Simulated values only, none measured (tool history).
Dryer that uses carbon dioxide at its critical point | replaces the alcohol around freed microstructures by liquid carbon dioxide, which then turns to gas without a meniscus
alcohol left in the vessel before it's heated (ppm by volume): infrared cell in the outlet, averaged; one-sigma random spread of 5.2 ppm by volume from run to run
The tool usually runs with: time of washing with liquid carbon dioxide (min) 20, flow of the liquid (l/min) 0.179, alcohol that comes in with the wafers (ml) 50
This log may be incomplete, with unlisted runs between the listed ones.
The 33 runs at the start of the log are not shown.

run,day,time of washing with liquid carbon dioxide (min),flow of the liquid (l/min),alcohol that comes in with the wafers (ml),hours of work since the filter was changed,hours of work since the purifier's bed was changed,alcohol left in the vessel before it's heated (ppm by volume)
34,20.188,31,0.114,26,46,796,175
35,20.996,13,0.191,35,60,810,771
36,21.800,13,0.191,35,74,824,784
37,22.221,20,0.243,50,82,832,131
38,22.942,15,0.245,40,94,844,208
39,23.492,14,0.172,40,104,854,1041
40,23.871,32,0.148,24,110,860,129
41,24.717,32,0.148,24,125,875,134
42,25.542,22,0.126,32,139,889,509
43,26.033,20,0.187,50,148,898,239
44,26.467,20,0.187,23,156,906,182
45,26.946,20,0.237,29,164,914,140
46,27.350,28,0.274,50,171,921,131

Alternative continuations, all from the tool just after run 46; predict every row:
A,27.817,20,0.179,74,179,929,?
B,27.817,28,0.183,48,179,929,?
C,27.817,20,0.136,50,179,929,?
D,27.817,22,0.274,21,179,929,?

run,alcohol left in the vessel before it's heated (ppm by volume)
A,384
B,144
C,843
D,142
Take away the tool's hidden state, keep each run's random variation, and the runs would have read:
run,alcohol left in the vessel before it's heated (ppm by volume)
A,151
B,13
C,470
D,13

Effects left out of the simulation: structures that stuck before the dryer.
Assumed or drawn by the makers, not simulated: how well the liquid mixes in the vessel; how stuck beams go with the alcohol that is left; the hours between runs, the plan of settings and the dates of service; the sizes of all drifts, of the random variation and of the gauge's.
